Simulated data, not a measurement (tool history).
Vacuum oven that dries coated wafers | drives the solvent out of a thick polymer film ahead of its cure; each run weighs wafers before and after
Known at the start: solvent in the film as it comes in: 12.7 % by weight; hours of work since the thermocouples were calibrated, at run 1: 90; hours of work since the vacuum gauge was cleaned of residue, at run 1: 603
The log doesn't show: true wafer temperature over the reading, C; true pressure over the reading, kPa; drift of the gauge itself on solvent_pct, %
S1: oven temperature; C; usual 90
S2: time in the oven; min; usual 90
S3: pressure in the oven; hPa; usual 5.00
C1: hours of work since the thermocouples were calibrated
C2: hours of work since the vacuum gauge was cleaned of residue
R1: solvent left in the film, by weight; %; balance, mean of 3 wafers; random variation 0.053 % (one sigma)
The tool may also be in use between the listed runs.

run,hour,S1,S2,S3,C1,C2,R1
1,0.0,90,90,5.00,90,603,2.02
2,69.8,90,90,5.00,127,640,2.02
3,165.5,90,90,9.51,177,690,2.22
4,244.0,90,90,5.00,219,732,2.06
5,353.8,90,90,5.00,277,790,2.02
6,442.7,90,90,5.00,324,837,2.13
7,534.7,94,90,5.00,373,886,1.41
8,631.2,90,61,5.00,424,937,3.49
9,740.0,90,61,5.00,481,994,3.46
10,817.5,90,90,5.00,522,1035,2.28
11,909.4,90,90,5.00,571,1084,2.25
12,1011.2,90,90,5.00,625,1138,2.24
13,1072.6,90,90,3.63,657,1170,2.27
14,1130.5,90,90,3.63,688,1201,2.31
15,1198.3,90,90,3.63,724,1237,2.29
16,1288.6,90,90,3.63,772,1285,2.30
17,1403.2,90,90,5.00,832,1345,2.47
18,1506.1,90,90,5.00,887,1400,2.41
19,1565.3,90,90,5.00,918,1431,2.51
# hour 1683.7: vacuum gauge cleaned of residue and calibrated
20,1684.1,90,90,5.00,980,0,2.45
21,1736.6,100,90,5.00,1008,28,0.81
22,1801.8,100,90,5.00,1043,63,0.94
23,1880.6,100,90,5.00,1084,104,0.81
24,1940.1,100,90,5.00,1116,136,0.96
25,2029.7,94,90,5.00,1163,183,1.69
26,2088.3,102,103,5.00,1194,214,0.60
27,2139.9,83,45,3.55,1221,241,6.71
28,2241.1,100,73,10.76,1275,295,1.60
29,2332.7,87,107,4.86,1324,344,2.98
# hour 2401.1: vacuum gauge cleaned of residue and calibrated, once more
30,2451.3,87,107,4.86,1386,27,2.61
31,2543.4,87,107,4.86,1434,75,2.70
32,2650.1,87,107,4.86,1491,132,2.70
33,2744.7,104,123,4.01,1541,182,0.30
34,2866.9,104,123,4.01,1606,247,0.34
35,2928.3,95,155,4.01,1638,279,0.53
36,2989.9,94,155,6.09,1671,312,0.87
37,3045.6,94,65,6.09,1700,341,2.85
# hour 3067.1: oven's thermocouples calibrated
38,3114.7,94,65,6.09,25,377,2.01
39,3214.6,94,65,6.09,78,430,2.08
40,3319.2,88,51,13.87,133,485,4.94

Run 41 comes next. What will it give?
41,3443.9,88,51,13.87,199,551,?

Run 41 gave R1 5.04 %.
Without the tool's hidden state the same run would have given R1 4.82 %.

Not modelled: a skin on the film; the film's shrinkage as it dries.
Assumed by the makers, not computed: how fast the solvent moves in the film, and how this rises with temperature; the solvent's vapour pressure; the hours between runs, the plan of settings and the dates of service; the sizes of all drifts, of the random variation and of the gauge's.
